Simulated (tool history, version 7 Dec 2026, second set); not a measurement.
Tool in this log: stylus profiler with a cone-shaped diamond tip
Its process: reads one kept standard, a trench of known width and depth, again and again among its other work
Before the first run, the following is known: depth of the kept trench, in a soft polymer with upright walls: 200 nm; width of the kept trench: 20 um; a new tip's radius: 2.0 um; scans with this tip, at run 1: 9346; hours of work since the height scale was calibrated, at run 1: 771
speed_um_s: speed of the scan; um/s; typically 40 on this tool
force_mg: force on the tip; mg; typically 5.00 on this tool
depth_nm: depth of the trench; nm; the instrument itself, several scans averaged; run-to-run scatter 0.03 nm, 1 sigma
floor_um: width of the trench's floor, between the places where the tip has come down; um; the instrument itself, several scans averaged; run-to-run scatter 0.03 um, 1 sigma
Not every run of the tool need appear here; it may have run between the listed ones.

| run | hour | speed_um_s | force_mg | scans with this tip | hours of work since the height scale was calibrated | depth_nm | floor_um |
|---|---|---|---|---|---|---|---|
| 1 | 0.0 | 40 | 5.00 | 9346 | 771 | 204.45 | 17.25 |
| 2 | 17.4 | 40 | 5.00 | 9445 | 779 | 204.50 | 17.29 |
| 3 | 25.7 | 40 | 5.00 | 9492 | 783 | 204.43 | 17.25 |
| 4 | 41.7 | 40 | 5.00 | 9583 | 790 | 204.43 | 17.21 |
| 5 | 54.0 | 40 | 5.00 | 9652 | 796 | 204.46 | 17.21 |
| 6 | 61.6 | 25 | 5.00 | 9695 | 800 | 204.46 | 17.30 |
| 7 | 71.1 | 25 | 5.00 | 9749 | 804 | 204.49 | 17.27 |
| 8 | 86.5 | 25 | 5.00 | 9836 | 811 | 204.48 | 17.27 |
| 9 | 97.0 | 25 | 5.00 | 9896 | 816 | 204.41 | 17.24 |
| 10 | 108.9 | 40 | 13.29 | 9964 | 822 | 208.95 | 17.20 |
| 11 | 124.3 | 40 | 13.29 | 10051 | 829 | 208.89 | 17.24 |
| 12 | 138.8 | 40 | 13.29 | 10133 | 836 | 208.89 | 17.26 |
| 13 | 154.1 | 40 | 13.29 | 10220 | 843 | 208.92 | 17.25 |
| 14 | 162.9 | 40 | 2.80 | 10270 | 847 | 202.91 | 17.12 |
| 15 | 172.1 | 40 | 5.00 | 10322 | 851 | 204.52 | 17.19 |
| 16 | 182.2 | 122 | 5.00 | 10379 | 856 | 204.46 | 17.00 |
| 17 | 196.0 | 40 | 5.00 | 10458 | 863 | 204.41 | 17.19 |
| 18 | 211.9 | 40 | 5.00 | 10548 | 870 | 204.41 | 17.18 |
| 19 | 222.2 | 40 | 5.00 | 10606 | 875 | 204.44 | 17.17 |
| 20 | 237.7 | 56 | 4.40 | 10694 | 882 | 204.04 | 17.11 |
| 21 | 248.0 | 40 | 10.56 | 10753 | 887 | 207.61 | 17.22 |
| 22 | 259.8 | 85 | 4.67 | 10819 | 892 | 204.22 | 17.07 |
| 23 | 274.3 | 124 | 5.00 | 10901 | 899 | 204.41 | 17.01 |
| 24 | 289.3 | 25 | 5.51 | 10987 | 906 | 204.80 | 17.20 |
| 25 | 304.4 | 12 | 1.75 | 11073 | 913 | 201.96 | 17.17 |
| 26 | 320.1 | 113 | 6.54 | 11161 | 921 | 205.37 | 16.99 |
| 27 | 331.3 | 17 | 7.29 | 11225 | 926 | 205.77 | 17.19 |
| 28 | 345.4 | 17 | 7.29 | 11305 | 932 | 205.82 | 17.15 |
| 29 | 357.6 | 146 | 8.38 | 11374 | 938 | 206.36 | 16.99 |
| 30 | 370.9 | 96 | 6.15 | 11449 | 944 | 205.08 | 17.02 |
| 31 | 385.9 | 96 | 6.15 | 11534 | 951 | 205.15 | 16.90 |
| 32 | 403.3 | 53 | 4.42 | 11633 | 959 | 203.99 | 17.04 |
| 33 | 413.6 | 12 | 3.69 | 11691 | 964 | 203.49 | 17.14 |
| 34 | 424.3 | 11 | 5.00 | 11752 | 969 | 204.42 | 17.11 |
| 35 | 435.0 | 87 | 3.93 | 11812 | 974 | 203.71 | 16.99 |
| 36 | 446.6 | 10 | 2.85 | 11879 | 980 | 202.87 | 17.11 |

Alternative continuations, all from the tool just after run 36; predict every row:
| A | 460.3 | 108 | 2.50 | 11956 | 986 | ? | ? |
| B | 460.3 | 40 | 2.32 | 11956 | 986 | ? | ? |
| C | 460.3 | 10 | 1.93 | 11956 | 986 | ? | ? |

| run | depth_nm | floor_um |
|---|---|---|
| A | 202.67 | 16.78 |
| B | 202.49 | 17.03 |
| C | 202.09 | 17.10 |
Without the tool's hidden state the same runs would have given:
| run | depth_nm | floor_um |
|---|---|---|
| A | 203.11 | 17.89 |
| B | 202.93 | 18.14 |
| C | 202.53 | 18.21 |

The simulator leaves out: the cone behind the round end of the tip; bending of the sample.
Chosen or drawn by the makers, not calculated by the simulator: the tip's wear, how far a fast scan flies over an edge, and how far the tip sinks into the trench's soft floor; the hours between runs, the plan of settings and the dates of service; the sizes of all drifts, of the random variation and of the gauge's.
